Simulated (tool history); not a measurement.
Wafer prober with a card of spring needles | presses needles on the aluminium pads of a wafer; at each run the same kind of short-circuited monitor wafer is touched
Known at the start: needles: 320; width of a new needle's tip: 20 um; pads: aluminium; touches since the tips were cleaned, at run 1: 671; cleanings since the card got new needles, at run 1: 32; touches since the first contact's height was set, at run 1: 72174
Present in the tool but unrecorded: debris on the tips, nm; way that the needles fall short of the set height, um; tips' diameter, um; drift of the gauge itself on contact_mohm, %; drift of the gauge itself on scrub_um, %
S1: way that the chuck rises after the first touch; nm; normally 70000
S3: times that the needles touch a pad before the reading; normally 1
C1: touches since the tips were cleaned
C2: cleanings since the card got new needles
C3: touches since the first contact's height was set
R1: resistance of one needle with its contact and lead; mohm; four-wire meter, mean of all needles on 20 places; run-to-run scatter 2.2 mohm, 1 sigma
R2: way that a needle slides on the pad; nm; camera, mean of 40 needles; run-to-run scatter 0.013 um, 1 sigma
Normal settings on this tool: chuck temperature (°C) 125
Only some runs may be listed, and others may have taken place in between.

{"run": 1, "hour": 0.0, "S1": 70000, "chuck temperature (°C)": 125, "S3": 1, "C1": 671, "C2": 32, "C3": 72174, "R1": 251, "R2": 14730}
{"hour": 22.7, "done": "tips cleaned on abrasive film"}
{"run": 2, "hour": 25.4, "S1": 70000, "chuck temperature (°C)": 125, "S3": 1, "C1": 945, "C2": 33, "C3": 81249, "R1": 258, "R2": 14720}
{"run": 3, "hour": 43.8, "S1": 70000, "chuck temperature (°C)": 125, "S3": 1, "C1": 7559, "C2": 33, "C3": 87863, "R1": 279, "R2": 14730}
{"hour": 48.8, "done": "tips cleaned on abrasive film"}
{"run": 4, "hour": 57.4, "S1": 70000, "chuck temperature (°C)": 125, "S3": 1, "C1": 3089, "C2": 34, "C3": 92728, "R1": 270, "R2": 14690}
{"hour": 74.4, "done": "tips cleaned on abrasive film"}
{"run": 5, "hour": 84.0, "S1": 70000, "chuck temperature (°C)": 125, "S3": 1, "C1": 3451, "C2": 35, "C3": 102237, "R1": 271, "R2": 14690}
{"hour": 94.7, "done": "height of the first contact set anew"}
{"hour": 99.4, "done": "tips cleaned on abrasive film"}
{"run": 6, "hour": 110.3, "S1": 90000, "chuck temperature (°C)": 125, "S3": 1, "C1": 3910, "C2": 36, "C3": 5589, "R1": 254, "R2": 19060}
{"run": 7, "hour": 123.1, "S1": 70000, "chuck temperature (°C)": 125, "S3": 1, "C1": 8522, "C2": 36, "C3": 10201, "R1": 284, "R2": 14840}
{"hour": 124.8, "done": "tips cleaned on abrasive film"}
{"run": 8, "hour": 144.4, "S1": 70000, "chuck temperature (°C)": 125, "S3": 1, "C1": 7016, "C2": 37, "C3": 17790, "R1": 279, "R2": 14800}
{"hour": 150.7, "done": "tips cleaned on abrasive film"}
{"run": 9, "hour": 162.4, "S1": 65000, "chuck temperature (°C)": 125, "S3": 1, "C1": 4203, "C2": 38, "C3": 24216, "R1": 278, "R2": 13750}
{"hour": 176.9, "done": "tips cleaned on abrasive film"}
{"run": 10, "hour": 185.5, "S1": 65000, "chuck temperature (°C)": 125, "S3": 1, "C1": 3094, "C2": 39, "C3": 32516, "R1": 280, "R2": 13710}
{"hour": 203.2, "done": "tips cleaned on abrasive film"}
{"run": 11, "hour": 205.8, "S1": 65000, "chuck temperature (°C)": 125, "S3": 1, "C1": 927, "C2": 40, "C3": 39749, "R1": 261, "R2": 13680}
{"run": 12, "hour": 221.1, "S1": 65000, "chuck temperature (°C)": 125, "S3": 1, "C1": 6440, "C2": 40, "C3": 45262, "R1": 287, "R2": 13710}
{"hour": 228.2, "done": "tips cleaned on abrasive film"}
{"run": 13, "hour": 245.7, "S1": 70000, "chuck temperature (°C)": 125, "S3": 1, "C1": 6278, "C2": 41, "C3": 54064, "R1": 279, "R2": 14770}
{"hour": 254.4, "done": "tips cleaned on abrasive film"}
{"run": 14, "hour": 260.5, "S1": 70000, "chuck temperature (°C)": 125, "S3": 1, "C1": 2196, "C2": 42, "C3": 59351, "R1": 264, "R2": 14740}
{"run": 15, "hour": 275.1, "S1": 51000, "chuck temperature (°C)": 125, "S3": 1, "C1": 7431, "C2": 42, "C3": 64586, "R1": 320, "R2": 10730}
{"hour": 279.1, "done": "tips cleaned on abrasive film"}
{"run": 16, "hour": 290.4, "S1": 72000, "chuck temperature (°C)": 125, "S3": 1, "C1": 4042, "C2": 43, "C3": 70046, "R1": 272, "R2": 15160}
{"hour": 303.8, "done": "tips cleaned on abrasive film"}
{"run": 17, "hour": 303.8, "S1": 72000, "chuck temperature (°C)": 125, "S3": 1, "C1": 0, "C2": 44, "C3": 74818, "R1": 249, "R2": 15130}
{"run": 18, "hour": 317.1, "S1": 87000, "chuck temperature (°C)": 27, "S3": 1, "C1": 4788, "C2": 44, "C3": 79606, "R1": 242, "R2": 18320}
{"hour": 329.6, "done": "tips cleaned on abrasive film"}
{"run": 19, "hour": 334.2, "S1": 87000, "chuck temperature (°C)": 27, "S3": 1, "C1": 1669, "C2": 45, "C3": 85720, "R1": 229, "R2": 18310}
{"hour": 354.4, "done": "tips cleaned on abrasive film"}
{"run": 20, "hour": 362.4, "S1": 87000, "chuck temperature (°C)": 27, "S3": 2, "C1": 2874, "C2": 46, "C3": 95826, "R1": 229, "R2": 18310}
{"run": 21, "hour": 376.9, "S1": 63000, "chuck temperature (°C)": 35, "S3": 2, "C1": 8080, "C2": 46, "C3": 101032, "R1": 256, "R2": 13220}
{"hour": 380.9, "done": "tips cleaned on abrasive film"}
{"hour": 390.1, "done": "height of the first contact set anew"}
{"run": 22, "hour": 397.6, "S1": 63000, "chuck temperature (°C)": 35, "S3": 2, "C1": 5892, "C2": 47, "C3": 2665, "R1": 256, "R2": 13360}
{"hour": 406.0, "done": "tips cleaned on abrasive film"}
{"run": 23, "hour": 412.1, "S1": 63000, "chuck temperature (°C)": 36, "S3": 2, "C1": 2182, "C2": 48, "C3": 7845, "R1": 246, "R2": 13340}
{"hour": 430.5, "done": "tips cleaned on abrasive film"}
{"run": 24, "hour": 440.0, "S1": 80000, "chuck temperature (°C)": 73, "S3": 1, "C1": 3395, "C2": 49, "C3": 17830, "R1": 249, "R2": 16950}
{"hour": 456.5, "done": "tips cleaned on abrasive film"}
{"run": 25, "hour": 465.4, "S1": 58000, "chuck temperature (°C)": 59, "S3": 1, "C1": 3205, "C2": 50, "C3": 26947, "R1": 273, "R2": 12260}
{"run": 26, "hour": 479.2, "S1": 50000, "chuck temperature (°C)": 37, "S3": 1, "C1": 8168, "C2": 50, "C3": 31910, "R1": 304, "R2": 10570}
{"hour": 481.8, "done": "tips cleaned on abrasive film"}
{"run": 27, "hour": 497.4, "S1": 50000, "chuck temperature (°C)": 68, "S3": 2, "C1": 5609, "C2": 51, "C3": 38389, "R1": 276, "R2": 10550}
{"hour": 506.0, "done": "tips cleaned on abrasive film"}
{"run": 28, "hour": 512.9, "S1": 87000, "chuck temperature (°C)": 103, "S3": 1, "C1": 2482, "C2": 52, "C3": 43948, "R1": 252, "R2": 18390}
{"hour": 531.2, "done": "tips cleaned on abrasive film"}
{"run": 29, "hour": 533.6, "S1": 64000, "chuck temperature (°C)": 125, "S3": 3, "C1": 858, "C2": 53, "C3": 51329, "R1": 249, "R2": 13510}
{"run": 30, "hour": 550.6, "S1": 51000, "chuck temperature (°C)": 47, "S3": 1, "C1": 6959, "C2": 53, "C3": 57430, "R1": 309, "R2": 10760}
{"hour": 556.4, "done": "tips cleaned on abrasive film"}
{"run": 31, "hour": 573.9, "S1": 62000, "chuck temperature (°C)": 79, "S3": 2, "C1": 6293, "C2": 54, "C3": 65791, "R1": 263, "R2": 13060}
{"hour": 580.8, "done": "tips cleaned on abrasive film"}
{"run": 32, "hour": 598.5, "S1": 62000, "chuck temperature (°C)": 79, "S3": 2, "C1": 6374, "C2": 55, "C3": 74599, "R1": 265, "R2": 13040}
{"hour": 606.1, "done": "tips cleaned on abrasive film"}
{"run": 33, "hour": 615.3, "S1": 69000, "chuck temperature (°C)": 125, "S3": 1, "C1": 3312, "C2": 56, "C3": 80582, "R1": 269, "R2": 14520}

Alternative continuations, all from the tool just after run 33; predict every row:
{"hour": 630.7, "done": "tips cleaned on abrasive film"}
{"run": "A", "hour": 641.7, "S1": 52000, "chuck temperature (°C)": 52, "S3": 2, "C1": 3944, "C2": 57, "C3": 90041, "R1": "?", "R2": "?"}
{"hour": 630.7, "done": "tips cleaned on abrasive film"}
{"run": "B", "hour": 641.7, "S1": 69000, "chuck temperature (°C)": 47, "S3": 1, "C1": 3944, "C2": 57, "C3": 90041, "R1": "?", "R2": "?"}
{"hour": 630.7, "done": "tips cleaned on abrasive film"}
{"run": "C", "hour": 641.7, "S1": 68000, "chuck temperature (°C)": 40, "S3": 2, "C1": 3944, "C2": 57, "C3": 90041, "R1": "?", "R2": "?"}

run=A R1=266 R2=10890
run=B R1=258 R2=14490
run=C R1=244 R2=14250
Stripped of hidden state, with their random variation kept, the same runs would have yielded:
run=A R1=231 R2=11030
run=B R1=224 R2=14630
run=C R1=222 R2=14390
